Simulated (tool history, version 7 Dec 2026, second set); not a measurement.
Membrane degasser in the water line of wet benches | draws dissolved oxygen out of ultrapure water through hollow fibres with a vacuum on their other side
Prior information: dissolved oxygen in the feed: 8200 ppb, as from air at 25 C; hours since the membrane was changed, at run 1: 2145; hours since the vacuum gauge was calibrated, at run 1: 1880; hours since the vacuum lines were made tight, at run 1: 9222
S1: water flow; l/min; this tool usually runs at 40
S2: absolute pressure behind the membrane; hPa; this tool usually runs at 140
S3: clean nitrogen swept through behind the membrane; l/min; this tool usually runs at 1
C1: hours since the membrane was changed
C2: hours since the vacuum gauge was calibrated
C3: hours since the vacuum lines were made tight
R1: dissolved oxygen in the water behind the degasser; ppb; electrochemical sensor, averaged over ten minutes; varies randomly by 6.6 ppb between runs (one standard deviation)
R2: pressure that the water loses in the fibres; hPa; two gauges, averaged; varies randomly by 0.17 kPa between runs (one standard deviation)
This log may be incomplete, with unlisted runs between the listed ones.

run,day,S1,S2,S3,C1,C2,C3,R1,R2
1,0,40,140,1,2145,1880,9222,836,279.7
2,6.021,40,140,1,2290,2024,9367,852.3,281.4
3,9.858,40,140,1,2382,2116,9459,822.6,282.3
4,15.55,40,140,1,2519,2253,9595,839.8,284.3
5,21.762,40,140,1,2668,2402,9744,853.8,281
6,27.688,40,140,1,2810,2544,9887,838.8,284.1
7,34.371,40,140,1,2970,2705,10047,848.4,285.3
8,38.238,40,217,1,3063,2797,10140,1329,282.7
9,41.621,40,217,1,3144,2879,10221,1341.2,283.8
10,48.346,40,140,1,3306,3040,10382,837,279.7
11,51.696,40,140,1,3386,3120,10463,863.7,286.2
12,57.333,40,140,1,3521,3256,10598,829.5,283.1
13,61.596,40,286,1,3624,3358,10701,1754.4,283.1
14,66.808,40,214,1,3749,3483,10826,1302.2,282.7
15,71.738,40,214,1,3867,3601,10944,1311.5,283.2
16,75.388,40,214,1,3955,3689,11032,1333.5,284.6
17,78.75,28,99,1.65,4035,3770,11112,276.4,199.8
18,84.683,42,140,1,4178,3912,11255,873.2,301.9
19,91.846,42,230,0.8,4350,4084,11426,1696.5,298.4
20,98.421,42,230,0.8,4507,4242,11584,1680,296.5
21,102.271,51,149,2.58,4600,4334,11677,567.5,363.8
22,108.071,51,216,1.57,4739,4473,11816,1178.6,362.8
23,111.488,33,216,0.53,4821,4555,11898,1746.9,232.5
24,116.367,33,118,0.79,4938,4673,12015,703.1,234.1
25,121.279,33,118,0.79,5056,4791,12133,707.1,235.4
26,127.288,33,118,0.79,5200,4935,12277,705.1,237.2
27,133.654,33,118,0.79,5353,5087,12430,707.6,231.7
28,137.238,30,284,2.41,5439,5173,12516,708.1,217.7
# day 140.304: vacuum gauge calibrated
29,141.35,32,140,1,5537,25,12614,695.9,230.1
30,146.292,32,140,1,5656,144,12733,682.5,226.3
31,152.008,32,140,1,5793,281,12870,699.1,230

What if the next run were any one of these 5? Each begins from the tool's condition after run 31:
A,155.438,27,281,0.45,5875,363,12952,?,?
B,155.438,32,92,1.14,5875,363,12952,?,?
C,155.438,32,314,1,5875,363,12952,?,?
D,155.438,50,227,1,5875,363,12952,?,?
E,155.438,40,152,2.38,5875,363,12952,?,?

run,R1,R2
A,2149.6,193.3
B,367.7,227
C,1600.7,227.1
D,1632.1,358.4
E,478.2,286.4
Without the tool's unlogged condition, the same runs would have read:
run,R1,R2
A,2155.7,187.9
B,364.3,220.5
C,1583.1,220.7
D,1628.4,348.3
E,468.4,278.3

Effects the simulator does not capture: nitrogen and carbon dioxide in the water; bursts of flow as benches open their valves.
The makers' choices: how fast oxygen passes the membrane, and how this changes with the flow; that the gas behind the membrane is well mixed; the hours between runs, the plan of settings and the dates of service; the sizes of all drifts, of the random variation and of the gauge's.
